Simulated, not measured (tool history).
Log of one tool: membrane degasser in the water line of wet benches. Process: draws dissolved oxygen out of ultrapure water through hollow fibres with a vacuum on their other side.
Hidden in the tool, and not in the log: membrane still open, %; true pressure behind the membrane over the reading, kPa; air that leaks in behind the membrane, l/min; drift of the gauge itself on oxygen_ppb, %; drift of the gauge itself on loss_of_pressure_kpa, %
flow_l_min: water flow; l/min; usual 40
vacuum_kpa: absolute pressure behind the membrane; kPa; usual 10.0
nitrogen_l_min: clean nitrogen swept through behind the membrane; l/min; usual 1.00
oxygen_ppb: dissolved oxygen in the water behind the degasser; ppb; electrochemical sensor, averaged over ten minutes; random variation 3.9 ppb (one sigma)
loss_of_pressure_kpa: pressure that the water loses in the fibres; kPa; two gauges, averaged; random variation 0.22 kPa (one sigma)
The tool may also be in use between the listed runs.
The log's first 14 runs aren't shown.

run,hour,flow_l_min,vacuum_kpa,nitrogen_l_min,hours since the membrane was changed,hours since the vacuum gauge was calibrated,hours since the vacuum lines were made tight,oxygen_ppb,loss_of_pressure_kpa
15,715.0,40,10.0,1.00,1665,3465,10950,581.8,53.01
16,754.5,59,10.0,1.00,1704,3504,10990,913.1,78.05
17,798.9,59,10.0,1.00,1749,3549,11034,917.5,77.22
18,847.8,59,10.0,1.00,1798,3598,11083,925.3,77.20
19,895.0,44,10.5,1.29,1845,3645,11130,575.7,57.53
# hour 943.5: gauge calibrated
20,964.7,25,16.9,1.00,1915,3715,11200,695.5,33.56
21,1021.2,25,16.9,1.00,1971,3771,11256,694.8,33.27
22,1068.9,25,16.9,1.00,2019,3819,11304,698.8,33.60
23,1121.3,25,16.9,1.00,2071,3871,11357,693.8,33.58
24,1154.2,53,16.9,1.00,2104,3904,11389,1340.5,70.46
25,1186.9,53,16.9,1.00,2137,3937,11422,1360.7,70.77
26,1231.3,48,8.0,1.00,2181,3981,11467,553.4,63.92
27,1300.9,42,7.3,1.18,2251,4051,11536,366.2,55.82
28,1331.3,42,7.3,1.02,2281,4081,11567,410.4,56.02
29,1386.6,35,6.9,2.55,2337,4136,11622,152.1,46.35
30,1455.0,35,6.9,2.55,2405,4205,11690,152.3,46.16

The next listed run, before its measurement:
31,1519.5,44,12.6,1.69,2469,4269,11755,?,?

oxygen_ppb: 591.4 ppb
loss_of_pressure_kpa: 58.20 kPa
Without the tool's hidden state the same run would have given oxygen_ppb 591.2 ppb, loss_of_pressure_kpa 59.13 kPa.
